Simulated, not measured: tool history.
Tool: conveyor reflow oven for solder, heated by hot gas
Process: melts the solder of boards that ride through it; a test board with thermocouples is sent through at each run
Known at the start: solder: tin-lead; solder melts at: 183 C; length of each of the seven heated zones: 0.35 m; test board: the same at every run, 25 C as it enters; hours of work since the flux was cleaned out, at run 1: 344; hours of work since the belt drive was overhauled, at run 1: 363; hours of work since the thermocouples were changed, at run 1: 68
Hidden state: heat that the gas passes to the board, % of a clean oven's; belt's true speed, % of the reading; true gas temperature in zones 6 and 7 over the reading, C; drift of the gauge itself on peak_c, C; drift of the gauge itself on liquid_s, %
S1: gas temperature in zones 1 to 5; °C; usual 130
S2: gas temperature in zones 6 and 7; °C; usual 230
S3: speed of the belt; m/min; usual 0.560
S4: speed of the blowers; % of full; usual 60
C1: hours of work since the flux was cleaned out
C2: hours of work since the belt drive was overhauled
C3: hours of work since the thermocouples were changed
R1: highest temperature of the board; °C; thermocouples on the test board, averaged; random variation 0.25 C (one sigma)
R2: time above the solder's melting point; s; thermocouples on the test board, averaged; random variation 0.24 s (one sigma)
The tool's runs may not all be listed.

| run | hour | S1 | S2 | S3 | S4 | C1 | C2 | C3 | R1 | R2 |
|---|---|---|---|---|---|---|---|---|---|---|
| 1 | 0.0 | 130 | 230 | 0.560 | 60 | 344 | 363 | 68 | 214.5 | 51.5 |
| 2 | 4.7 | 130 | 230 | 0.560 | 60 | 347 | 366 | 71 | 213.7 | 51.7 |
| 3 | 12.3 | 130 | 230 | 0.560 | 60 | 352 | 371 | 76 | 214.0 | 51.9 |
| 4 | 21.5 | 130 | 230 | 0.560 | 60 | 358 | 377 | 82 | 213.6 | 51.8 |
| 5 | 29.6 | 130 | 230 | 0.560 | 60 | 363 | 382 | 87 | 213.3 | 51.3 |
| 6 | 36.1 | 130 | 230 | 0.560 | 60 | 368 | 387 | 91 | 213.8 | 51.4 |
| 7 | 43.6 | 130 | 230 | 0.560 | 60 | 372 | 391 | 96 | 213.6 | 51.5 |
| 8 | 50.9 | 130 | 230 | 0.560 | 60 | 377 | 396 | 101 | 214.3 | 51.4 |
| 9 | 57.0 | 130 | 230 | 0.560 | 60 | 381 | 400 | 105 | 213.7 | 51.5 |
| 10 | 62.0 | 124 | 244 | 0.560 | 84 | 384 | 403 | 108 | 230.2 | 61.9 |
| 11 | 66.7 | 134 | 231 | 0.560 | 60 | 387 | 406 | 111 | 214.9 | 54.5 |
| 12 | 74.7 | 129 | 242 | 0.506 | 60 | 392 | 411 | 116 | 227.3 | 68.4 |
|  | 82.1 | flux residue cleaned out of gas plates and filters |
| 13 | 85.1 | 138 | 230 | 0.621 | 60 | 2 | 415 | 120 | 214.2 | 49.3 |
| 14 | 94.6 | 138 | 230 | 0.621 | 60 | 8 | 421 | 126 | 214.8 | 49.4 |
| 15 | 100.4 | 138 | 230 | 0.518 | 60 | 12 | 425 | 130 | 219.1 | 64.6 |
| 16 | 105.0 | 130 | 230 | 0.534 | 51 | 15 | 428 | 133 | 215.1 | 56.0 |
| 17 | 111.0 | 130 | 230 | 0.534 | 51 | 19 | 431 | 136 | 215.5 | 55.4 |
| 18 | 117.3 | 130 | 230 | 0.623 | 55 | 23 | 436 | 140 | 210.9 | 44.0 |

Forecast each of these 5 alternatives for the next run:
| A | 122.8 | 130 | 237 | 0.560 | 64 | 26 | 439 | 144 | ? | ? |
| B | 122.8 | 130 | 233 | 0.623 | 55 | 26 | 439 | 144 | ? | ? |
| C | 122.8 | 124 | 241 | 0.623 | 50 | 26 | 439 | 144 | ? | ? |
| D | 122.8 | 130 | 240 | 0.560 | 60 | 26 | 439 | 144 | ? | ? |
| E | 122.8 | 140 | 230 | 0.452 | 60 | 26 | 439 | 144 | ? | ? |

| run | R1 | R2 |
|---|---|---|
| A | 223.4 | 59.6 |
| B | 213.7 | 46.2 |
| C | 218.1 | 47.3 |
| D | 225.2 | 60.9 |
| E | 222.4 | 78.4 |
Without the tool's hidden state the same runs would have given:
| run | R1 | R2 |
|---|---|---|
| A | 223.2 | 58.7 |
| B | 213.4 | 45.4 |
| C | 217.8 | 46.5 |
| D | 225.0 | 60.1 |
| E | 222.2 | 77.4 |
